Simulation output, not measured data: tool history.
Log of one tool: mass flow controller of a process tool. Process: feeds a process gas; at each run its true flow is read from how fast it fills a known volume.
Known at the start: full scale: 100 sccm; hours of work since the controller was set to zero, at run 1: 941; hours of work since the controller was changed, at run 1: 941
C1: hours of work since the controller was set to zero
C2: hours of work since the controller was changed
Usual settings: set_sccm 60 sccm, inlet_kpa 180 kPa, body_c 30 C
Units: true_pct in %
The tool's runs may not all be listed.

Run 1, day 0.000: usual settings; C1 941; C2 941. Result: true_pct 98.79 %.
Run 2, day 3.554: usual settings; C1 968; C2 968. Result: true_pct 98.87 %.
Run 3, day 5.571: usual settings; C1 984; C2 984. Result: true_pct 98.81 %.
Run 4, day 8.746: usual settings; C1 1008; C2 1008. Result: true_pct 98.96 %.
Run 5, day 11.233: usual settings but inlet_kpa 143 kPa; C1 1027; C2 1027. Result: true_pct 98.63 %.
Run 6, day 13.788: usual settings; C1 1047; C2 1047. Result: true_pct 98.82 %.
Run 7, day 15.404: usual settings; C1 1059; C2 1059. Result: true_pct 98.91 %.
Run 8, day 19.025: usual settings; C1 1087; C2 1087. Result: true_pct 98.87 %.
Run 9, day 21.992: usual settings; C1 1109; C2 1109. Result: true_pct 98.83 %.
Run 10, day 24.667: usual settings; C1 1130; C2 1130. Result: true_pct 98.94 %.
Run 11, day 28.012: usual settings; C1 1156; C2 1156. Result: true_pct 98.87 %.
Run 12, day 31.100: usual settings; C1 1179; C2 1179. Result: true_pct 98.90 %.
Run 13, day 32.904: usual settings but set_sccm 86 sccm; C1 1193; C2 1193. Result: true_pct 99.22 %.
Run 14, day 34.546: usual settings but set_sccm 86 sccm; C1 1206; C2 1206. Result: true_pct 99.33 %.
Run 15, day 38.021: usual settings but set_sccm 86 sccm; C1 1232; C2 1232. Result: true_pct 99.24 %.
Run 16, day 40.004: usual settings but set_sccm 86 sccm; C1 1247; C2 1247. Result: true_pct 99.24 %.
Run 17, day 41.733: usual settings but inlet_kpa 161 kPa, body_c 37 C; C1 1261; C2 1261. Result: true_pct 98.30 %.
Run 18, day 43.829: usual settings but set_sccm 18 sccm, inlet_kpa 244 kPa, body_c 35 C; C1 1277; C2 1277. Result: true_pct 99.10 %.
Run 19, day 45.862: usual settings but set_sccm 18 sccm, inlet_kpa 244 kPa, body_c 35 C; C1 1292; C2 1292. Result: true_pct 99.14 %.
Run 20, day 49.442: usual settings but set_sccm 65 sccm, body_c 35 C; C1 1320; C2 1320. Result: true_pct 98.50 %.
Run 21, day 52.321: usual settings but set_sccm 65 sccm, body_c 35 C; C1 1342; C2 1342. Result: true_pct 98.48 %.
Run 22, day 55.358: usual settings but set_sccm 65 sccm, body_c 35 C; C1 1365; C2 1365. Result: true_pct 98.64 %.
Run 23, day 58.717: usual settings but body_c 25 C; C1 1391; C2 1391. Result: true_pct 99.24 %.
Run 24, day 61.288: usual settings but body_c 24 C; C1 1410; C2 1410. Result: true_pct 99.30 %.
Run 25, day 63.738: usual settings but body_c 24 C; C1 1429; C2 1429. Result: true_pct 99.24 %.
Run 26, day 66.400: usual settings but set_sccm 22 sccm, body_c 33 C; C1 1450; C2 1450. Result: true_pct 98.75 %.
Run 27, day 69.442: usual settings but inlet_kpa 165 kPa, body_c 28 C; C1 1473; C2 1473. Result: true_pct 98.95 %.
Run 28, day 72.058: usual settings but set_sccm 73 sccm, inlet_kpa 271 kPa; C1 1493; C2 1493. Result: true_pct 99.72 %.
Run 29, day 73.625: usual settings but set_sccm 73 sccm, inlet_kpa 271 kPa; C1 1505; C2 1505. Result: true_pct 99.51 %.

3 ways to go on from here, each from the tool as it stands after run 29. What would each give?
Run A, day 76.162: usual settings but set_sccm 16 sccm, inlet_kpa 199 kPa; C1 1524; C2 1524. Result: true_pct ?.
Run B, day 76.162: usual settings but set_sccm 39 sccm, inlet_kpa 146 kPa, body_c 29 C; C1 1524; C2 1524. Result: true_pct ?.
Run C, day 76.162: usual settings but set_sccm 55 sccm, inlet_kpa 271 kPa, body_c 39 C; C1 1524; C2 1524. Result: true_pct ?.

run  true_pct
  A     99.64
  B     98.58
  C     98.79
Without the tool's hidden state the same runs would have given:
run  true_pct
  A     98.25
  B     98.22
  C     98.64
